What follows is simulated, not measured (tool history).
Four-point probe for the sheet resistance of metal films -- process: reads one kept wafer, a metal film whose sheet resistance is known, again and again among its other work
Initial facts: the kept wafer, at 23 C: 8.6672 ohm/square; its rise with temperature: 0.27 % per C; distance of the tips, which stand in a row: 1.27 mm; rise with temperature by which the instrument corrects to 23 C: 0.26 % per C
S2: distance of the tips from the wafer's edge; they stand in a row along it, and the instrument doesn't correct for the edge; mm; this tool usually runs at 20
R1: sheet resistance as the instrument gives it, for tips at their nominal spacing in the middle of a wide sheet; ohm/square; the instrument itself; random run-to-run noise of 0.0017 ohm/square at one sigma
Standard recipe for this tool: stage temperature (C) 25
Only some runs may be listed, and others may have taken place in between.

Run 1, day 0: usual settings. Result: R1 8.687397 ohm/square.
Run 2, day 4.629: usual settings. Result: R1 8.690176 ohm/square.
Run 3, day 8.046: usual settings but S2 17 mm. Result: R1 8.6976 ohm/square.
Run 4, day 11.429: usual settings but S2 17 mm. Result: R1 8.695214 ohm/square.
Run 5, day 13.642: usual settings but S2 17 mm. Result: R1 8.694047 ohm/square.
Run 6, day 16.658: usual settings but S2 17 mm. Result: R1 8.693918 ohm/square.
Run 7, day 19.388: usual settings but S2 23 mm. Result: R1 8.686793 ohm/square.
Run 8, day 23.6: usual settings but S2 23 mm. Result: R1 8.681673 ohm/square.
Run 9, day 25.858: usual settings but S2 23 mm. Result: R1 8.684818 ohm/square.
Run 10, day 30.121: usual settings. Result: R1 8.687304 ohm/square.
Run 11, day 32.142: usual settings. Result: R1 8.687962 ohm/square.
Run 12, day 34.854: usual settings but S2 6 mm. Result: R1 8.874473 ohm/square.
Run 13, day 38.696: usual settings but S2 6 mm. Result: R1 8.874163 ohm/square.
Run 14, day 40.762: usual settings. Result: R1 8.690063 ohm/square.
Run 15, day 43.575: usual settings but stage temperature (C) 20, S2 5 mm. Result: R1 8.956077 ohm/square.
Run 16, day 47.529: usual settings but stage temperature (C) 23, S2 26 mm. Result: R1 8.678181 ohm/square.
Run 17, day 50.908: usual settings but stage temperature (C) 26, S2 57 mm. Result: R1 8.675414 ohm/square.
Run 18, day 54.221: usual settings but stage temperature (C) 29, S2 15 mm. Result: R1 8.708142 ohm/square.
Run 19, day 56.425: usual settings but stage temperature (C) 20. Result: R1 8.681234 ohm/square.
Run 20, day 59.821: usual settings but stage temperature (C) 32, S2 46 mm. Result: R1 8.679154 ohm/square.
Run 21, day 62.617: usual settings but stage temperature (C) 32, S2 52 mm. Result: R1 8.676951 ohm/square.
Run 22, day 66.125: usual settings but stage temperature (C) 32, S2 52 mm. Result: R1 8.682187 ohm/square.
Run 23, day 69.454: usual settings but stage temperature (C) 32, S2 52 mm. Result: R1 8.679158 ohm/square.
Run 24, day 72.242: usual settings but stage temperature (C) 27, S2 13 mm. Result: R1 8.720981 ohm/square.
Run 25, day 74.433: usual settings but stage temperature (C) 28, S2 18 mm. Result: R1 8.694342 ohm/square.

Expected results for the next run?
Run 26, day 76.879: usual settings but stage temperature (C) 22, S2 41 mm. Result: R1 ?.

R1: 8.674493 ohm/square
Without the tool's hidden state the same run would have given R1 8.673622 ohm/square.

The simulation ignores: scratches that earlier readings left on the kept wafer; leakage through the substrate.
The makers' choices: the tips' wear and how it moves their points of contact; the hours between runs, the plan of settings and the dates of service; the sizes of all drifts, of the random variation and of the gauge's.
